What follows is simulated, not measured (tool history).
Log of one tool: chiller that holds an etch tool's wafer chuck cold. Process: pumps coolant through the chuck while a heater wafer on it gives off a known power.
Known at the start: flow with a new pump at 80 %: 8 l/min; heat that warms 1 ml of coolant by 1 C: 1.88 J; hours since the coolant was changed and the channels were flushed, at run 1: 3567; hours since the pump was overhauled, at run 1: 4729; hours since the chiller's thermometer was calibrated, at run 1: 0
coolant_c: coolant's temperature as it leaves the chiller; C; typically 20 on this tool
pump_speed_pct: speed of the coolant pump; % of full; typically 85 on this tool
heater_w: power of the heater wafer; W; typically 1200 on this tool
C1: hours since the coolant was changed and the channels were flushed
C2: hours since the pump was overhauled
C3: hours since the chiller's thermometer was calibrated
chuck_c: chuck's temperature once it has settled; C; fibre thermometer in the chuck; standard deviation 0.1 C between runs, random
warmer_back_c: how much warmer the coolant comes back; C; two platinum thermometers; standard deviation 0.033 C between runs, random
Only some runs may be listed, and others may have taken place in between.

run 1 hour=0 | coolant_c=20 pump_speed_pct=85 heater_w=1200 | C1=3567 C2=4729 C3=0 | chuck_c=28.1 warmer_back_c=4.56
run 2 hour=91.1 | coolant_c=20 pump_speed_pct=85 heater_w=1200 | C1=3659 C2=4820 C3=91 | chuck_c=28 warmer_back_c=4.5
run 3 hour=245.9 | coolant_c=20 pump_speed_pct=85 heater_w=1200 | C1=3813 C2=4975 C3=246 | chuck_c=28.1 warmer_back_c=4.46
run 4 hour=392.7 | coolant_c=20 pump_speed_pct=85 heater_w=1200 | C1=3960 C2=5122 C3=393 | chuck_c=28.1 warmer_back_c=4.46
run 5 hour=536.6 | coolant_c=20 pump_speed_pct=85 heater_w=1200 | C1=4104 C2=5266 C3=537 | chuck_c=28 warmer_back_c=4.42
run 6 hour=702.5 | coolant_c=20 pump_speed_pct=85 heater_w=1200 | C1=4270 C2=5432 C3=703 | chuck_c=27.9 warmer_back_c=4.29
run 7 hour=815.5 | coolant_c=20 pump_speed_pct=85 heater_w=1200 | C1=4383 C2=5545 C3=815 | chuck_c=27.9 warmer_back_c=4.36
run 8 hour=918.4 | coolant_c=25 pump_speed_pct=66 heater_w=710 | C1=4486 C2=5648 C3=918 | chuck_c=30.8 warmer_back_c=3.2
run 9 hour=1001.3 | coolant_c=25 pump_speed_pct=66 heater_w=710 | C1=4569 C2=5731 C3=1001 | chuck_c=30.7 warmer_back_c=3.22
run 10 hour=1175.1 | coolant_c=25 pump_speed_pct=68 heater_w=1615 | C1=4743 C2=5904 C3=1175 | chuck_c=37.7 warmer_back_c=7.34
run 11 hour=1314.3 | coolant_c=20 pump_speed_pct=62 heater_w=1615 | C1=4882 C2=6044 C3=1314 | chuck_c=33.5 warmer_back_c=7.97
run 12 hour=1408.9 | coolant_c=20 pump_speed_pct=82 heater_w=1572 | C1=4976 C2=6138 C3=1409 | chuck_c=30.6 warmer_back_c=5.83
run 13 hour=1527 | coolant_c=20 pump_speed_pct=82 heater_w=1572 | C1=5094 C2=6256 C3=1527 | chuck_c=30.8 warmer_back_c=5.81

Here are 5 independent what-if runs from the current tool condition. What would each one return?
run A hour=1686.7 | coolant_c=24 pump_speed_pct=85 heater_w=1679 | C1=5254 C2=6416 C3=1687 | chuck_c=? warmer_back_c=?
run B hour=1686.7 | coolant_c=20 pump_speed_pct=80 heater_w=1424 | C1=5254 C2=6416 C3=1687 | chuck_c=? warmer_back_c=?
run C hour=1686.7 | coolant_c=28 pump_speed_pct=85 heater_w=821 | C1=5254 C2=6416 C3=1687 | chuck_c=? warmer_back_c=?
run D hour=1686.7 | coolant_c=20 pump_speed_pct=65 heater_w=786 | C1=5254 C2=6416 C3=1687 | chuck_c=? warmer_back_c=?
run E hour=1686.7 | coolant_c=23 pump_speed_pct=85 heater_w=1137 | C1=5254 C2=6416 C3=1687 | chuck_c=? warmer_back_c=?

run=A chuck_c=35.3 warmer_back_c=5.99
run=B chuck_c=29.9 warmer_back_c=5.34
run=C chuck_c=33.6 warmer_back_c=2.78
run=D chuck_c=26.3 warmer_back_c=3.52
run=E chuck_c=30.3 warmer_back_c=3.93
The same runs, with their run-to-run variation unchanged, on a tool lacking any hidden condition would have given:
run=A chuck_c=35.3 warmer_back_c=6.32
run=B chuck_c=29.8 warmer_back_c=5.67
run=C chuck_c=33.6 warmer_back_c=3.11
run=D chuck_c=26.3 warmer_back_c=3.85
run=E chuck_c=30.3 warmer_back_c=4.26

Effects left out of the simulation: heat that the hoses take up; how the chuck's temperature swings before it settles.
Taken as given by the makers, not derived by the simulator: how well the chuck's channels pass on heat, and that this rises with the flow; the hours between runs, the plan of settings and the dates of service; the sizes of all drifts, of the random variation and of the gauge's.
